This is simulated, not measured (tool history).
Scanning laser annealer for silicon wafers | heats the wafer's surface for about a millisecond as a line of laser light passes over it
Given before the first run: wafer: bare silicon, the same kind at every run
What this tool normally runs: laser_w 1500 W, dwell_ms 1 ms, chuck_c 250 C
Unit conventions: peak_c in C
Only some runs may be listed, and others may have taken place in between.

Run 1, hour 0: usual settings. Result: peak_c 1012 C.
Run 2, hour 17.8: usual settings. Result: peak_c 1009 C.
Run 3, hour 37.5: usual settings. Result: peak_c 1007 C.
Run 4, hour 54.6: usual settings. Result: peak_c 1010 C.
Run 5, hour 77.1: usual settings. Result: peak_c 1012 C.
Run 6, hour 87.8: usual settings but chuck_c 288 C. Result: peak_c 1043 C.
Run 7, hour 106.1: usual settings but laser_w 1447 W. Result: peak_c 977 C.
Run 8, hour 126.8: usual settings but laser_w 1447 W. Result: peak_c 976 C.
Run 9, hour 145.8: usual settings. Result: peak_c 1010 C.
Run 10, hour 166.2: usual settings. Result: peak_c 1009 C.
Run 11, hour 183.4: usual settings. Result: peak_c 1009 C.
Run 12, hour 203.7: usual settings. Result: peak_c 1010 C.
Run 13, hour 223.4: usual settings but chuck_c 251 C. Result: peak_c 1011 C.
Run 14, hour 234.7: usual settings but chuck_c 251 C. Result: peak_c 1013 C.
Run 15, hour 250.5: usual settings but chuck_c 251 C. Result: peak_c 1008 C.
Run 16, hour 266.9: usual settings. Result: peak_c 1010 C.
Run 17, hour 287.4: usual settings. Result: peak_c 1012 C.
Run 18, hour 300.4: usual settings. Result: peak_c 1011 C.
Run 19, hour 315.4: usual settings but dwell_ms 1.09 ms. Result: peak_c 1038 C.
Run 20, hour 335.2: usual settings but dwell_ms 1.09 ms. Result: peak_c 1040 C.
Run 21, hour 350.5: usual settings but dwell_ms 1.09 ms. Result: peak_c 1040 C.
Run 22, hour 371.6: usual settings but laser_w 1440 W, dwell_ms 0.74 ms, chuck_c 236 C. Result: peak_c 874 C.
Run 23, hour 383.2: usual settings but laser_w 1440 W, dwell_ms 0.74 ms, chuck_c 236 C. Result: peak_c 876 C.
Run 24, hour 398.1: usual settings but laser_w 1443 W, chuck_c 241 C. Result: peak_c 969 C.
Run 25, hour 417.4: usual settings but dwell_ms 0.73 ms. Result: peak_c 916 C.
Run 26, hour 431.9: usual settings but laser_w 1314 W, dwell_ms 1.06 ms, chuck_c 256 C. Result: peak_c 917 C.
Run 27, hour 449.6: usual settings but laser_w 1314 W, dwell_ms 1.06 ms, chuck_c 256 C. Result: peak_c 918 C.
Run 28, hour 467.8: usual settings but chuck_c 245 C. Result: peak_c 1005 C.
Run 29, hour 479.3: usual settings but chuck_c 245 C. Result: peak_c 1008 C.
Run 30, hour 488.9: usual settings but laser_w 1452 W, dwell_ms 0.75 ms. Result: peak_c 895 C.
Run 31, hour 503.1: usual settings but laser_w 1397 W, dwell_ms 0.73 ms, chuck_c 285 C. Result: peak_c 898 C.
Run 32, hour 524.1: usual settings but laser_w 1413 W, dwell_ms 0.71 ms, chuck_c 270 C. Result: peak_c 885 C.
Run 33, hour 539.3: usual settings but laser_w 1413 W, dwell_ms 0.71 ms, chuck_c 270 C. Result: peak_c 884 C.
Run 34, hour 555.7: usual settings but laser_w 1460 W, chuck_c 281 C. Result: peak_c 1014 C.
Run 35, hour 566: usual settings but laser_w 1460 W, chuck_c 281 C. Result: peak_c 1015 C.
Run 36, hour 585.1: usual settings but laser_w 1460 W, chuck_c 281 C. Result: peak_c 1016 C.
Run 37, hour 603.7: usual settings but laser_w 1465 W. Result: peak_c 989 C.
Run 38, hour 625.2: usual settings but laser_w 1465 W, dwell_ms 0.75 ms, chuck_c 238 C. Result: peak_c 892 C.
Run 39, hour 645.6: usual settings but laser_w 1549 W, dwell_ms 0.75 ms, chuck_c 287 C. Result: peak_c 989 C.
Run 40, hour 660.3: usual settings but laser_w 1549 W, dwell_ms 0.75 ms, chuck_c 287 C. Result: peak_c 988 C.
Run 41, hour 683.8: usual settings but laser_w 1549 W, dwell_ms 0.75 ms, chuck_c 287 C. Result: peak_c 991 C.

Not shown: 2 entries that the log had between the listed runs. Between which runs, and how does the tool's hidden state differ before and after?
Between runs 19 and 20: window over the wafer cleaned (hour 330.5)
  light that passes the window, % of a clean one's: 99.88 -> 100; width of the line over the set one, %: 0.03 -> 0.04
Between runs 33 and 34: optics aligned, line set to its width (hour 546.6)
  width of the line over the set one, %: 0.04 -> 0
